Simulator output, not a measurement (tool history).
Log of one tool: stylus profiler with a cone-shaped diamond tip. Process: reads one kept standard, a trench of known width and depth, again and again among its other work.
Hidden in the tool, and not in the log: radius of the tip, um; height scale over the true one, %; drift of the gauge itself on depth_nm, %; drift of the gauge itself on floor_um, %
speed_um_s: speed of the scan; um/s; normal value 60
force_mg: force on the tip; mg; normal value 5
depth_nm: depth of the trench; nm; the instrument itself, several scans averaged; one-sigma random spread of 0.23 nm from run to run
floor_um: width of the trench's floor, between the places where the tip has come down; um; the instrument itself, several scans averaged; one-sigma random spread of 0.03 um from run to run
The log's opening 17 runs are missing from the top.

run    hour  speed_um_s  force_mg  scans with this tip  hours of work since the height scale was calibrated  depth_nm  floor_um
 18   691.9          60      3.98                 1680                                                  411   1023.83     23.41
 19   752.3          17         5                 1787                                                  437    1027.7     23.66
 20   782.9          68      5.64                 1842                                                  450   1030.29     23.42
 21   819.5          68      5.64                 1907                                                  466   1029.86     23.38
 22   852.1         126      5.73                 1965                                                  480    1030.5     23.19
 23   880.7         126      5.73                 2016                                                  493   1030.36     23.12
 24     937          28      5.73                 2116                                                  517   1030.59     23.58
 25   966.4         125      2.96                 2169                                                  530   1020.58     22.96
 26  1010.6          56      8.28                 2247                                                  549   1038.79     23.46
 27  1035.7         207      2.57                 2292                                                  560   1018.46     22.43
 28  1082.5          83      3.99                 2375                                                  581   1024.52     23.24
 29  1118.1          83      3.99                 2439                                                  596   1024.49     23.18
 30  1176.3          37      4.55                 2542                                                  621   1026.46     23.38
 31  1229.7          37      4.55                 2638                                                  645   1026.66      23.4
 32    1284          37      7.39                 2734                                                  668   1036.62     23.39
 33  1319.8          64      2.71                 2798                                                  684   1019.71     23.15
 34  1372.1          33      3.71                 2891                                                  707   1023.99     23.35
 35    1425          49      2.38                 2985                                                  730    1018.7     23.22

5 options for the next run, each taken on its own from the tool as it stands now. Forecast them:
  A  1471.9         172     13.83                 3069                                                  750         ?         ?
  B  1471.9          33     13.74                 3069                                                  750         ?         ?
  C  1471.9          30      5.47                 3069                                                  750         ?         ?
  D  1471.9          31      3.17                 3069                                                  750         ?         ?
  E  1471.9          60      4.58                 3069                                                  750         ?         ?

run  depth_nm  floor_um
  A   1054.47     23.04
  B   1054.62     23.36
  C   1030.86     23.35
  D   1021.93     23.27
  E    1027.2     23.23
Without the tool's unlogged condition, the same runs would have read:
run  depth_nm  floor_um
  A   1051.76     23.59
  B   1051.91     23.91
  C   1028.21      23.9
  D   1019.31     23.82
  E   1024.56     23.79
